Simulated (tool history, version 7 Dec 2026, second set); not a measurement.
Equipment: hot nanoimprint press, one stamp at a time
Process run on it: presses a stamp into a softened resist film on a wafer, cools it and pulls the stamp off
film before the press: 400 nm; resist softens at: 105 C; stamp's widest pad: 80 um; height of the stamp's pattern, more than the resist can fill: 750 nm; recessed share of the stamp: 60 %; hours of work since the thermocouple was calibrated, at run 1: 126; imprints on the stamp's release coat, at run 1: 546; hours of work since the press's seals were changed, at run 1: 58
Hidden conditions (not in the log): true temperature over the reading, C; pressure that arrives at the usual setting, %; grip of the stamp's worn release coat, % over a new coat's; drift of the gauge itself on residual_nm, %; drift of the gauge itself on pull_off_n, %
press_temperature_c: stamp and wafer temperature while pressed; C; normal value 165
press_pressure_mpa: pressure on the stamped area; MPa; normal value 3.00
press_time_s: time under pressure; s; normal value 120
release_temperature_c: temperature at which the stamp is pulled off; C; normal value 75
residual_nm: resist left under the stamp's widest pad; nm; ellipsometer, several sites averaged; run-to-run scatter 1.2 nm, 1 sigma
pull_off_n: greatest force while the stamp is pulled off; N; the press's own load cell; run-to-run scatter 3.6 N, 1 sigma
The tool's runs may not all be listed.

run   hour  press_temperature_c  press_pressure_mpa  press_time_s  release_temperature_c  hours of work since the thermocouple was calibrated  imprints on the stamp's release coat  hours of work since the press's seals were changed  residual_nm  pull_off_n
  1    0.0                  165                3.00           120                     75                                                  126                                   546                                                  58        183.6         202
  2    8.0                  165                3.00           120                     75                                                  131                                   570                                                  62        182.6         205
  3   12.9                  165                3.00           120                     75                                                  134                                   584                                                  65        183.0         207
  4   21.3                  165                3.00           120                     75                                                  138                                   609                                                  70        184.3         198
  5   31.0                  165                3.00           120                     75                                                  144                                   637                                                  75        184.8         206
      41.6  -- stamp cleaned and given a new release coat
  6   43.9                  165                3.00           120                     75                                                  148                                     7                                                  79        181.6         179
  7   49.1                  165                3.00           120                     75                                                  151                                    22                                                  82        184.4         174
  8   53.3                  165                3.00           120                     66                                                  153                                    35                                                  84        185.4         210
  9   60.6                  165                3.00           120                     75                                                  157                                    56                                                  88        185.4         173
 10   70.3                  170                3.00           120                     75                                                  162                                    84                                                  94        151.9         180
 11   80.4                  170                3.00           120                     75                                                  168                                   114                                                 100        150.2         179
      84.0  -- plate thermocouple calibrated
 12   89.2                  170                3.00           120                     75                                                    3                                   131                                                 103        152.4         185
 13   93.3                  165                3.00           120                     75                                                    5                                   143                                                 105        188.0         188
 14  102.8                  165                3.00           120                     75                                                   10                                   171                                                 110        188.8         187
 15  108.7                  165                3.00           120                     66                                                   14                                   188                                                 114        189.9         225
     117.5  -- plate thermocouple calibrated, once more
 16  121.8                  168                3.00           120                     63                                                    2                                   217                                                 119        157.3         220
 17  130.3                  168                3.00           120                     63                                                    7                                   242                                                 124        158.9         230
 18  134.7                  165                3.90           110                     75                                                   10                                   255                                                 127        158.9         188
 19  143.0                  162                3.90           113                     75                                                   14                                   279                                                 131        179.4         190
 20  152.9                  162                3.90           125                     70                                                   20                                   308                                                 137        173.3         203
 21  159.0                  162                3.90           125                     70                                                   23                                   326                                                 140        173.8         205

Run 22 is up next; what results do you expect?
 22  165.1                  162                4.15           125                     70                                                   27                                   344                                                 143            ?           ?

{"run 22": {"residual_nm": 166.0, "pull_off_n": 210}}
With the hidden condition absent and the run-to-run variation left alone, this run would have shown residual_nm 164.6 nm, pull_off_n 195 N.
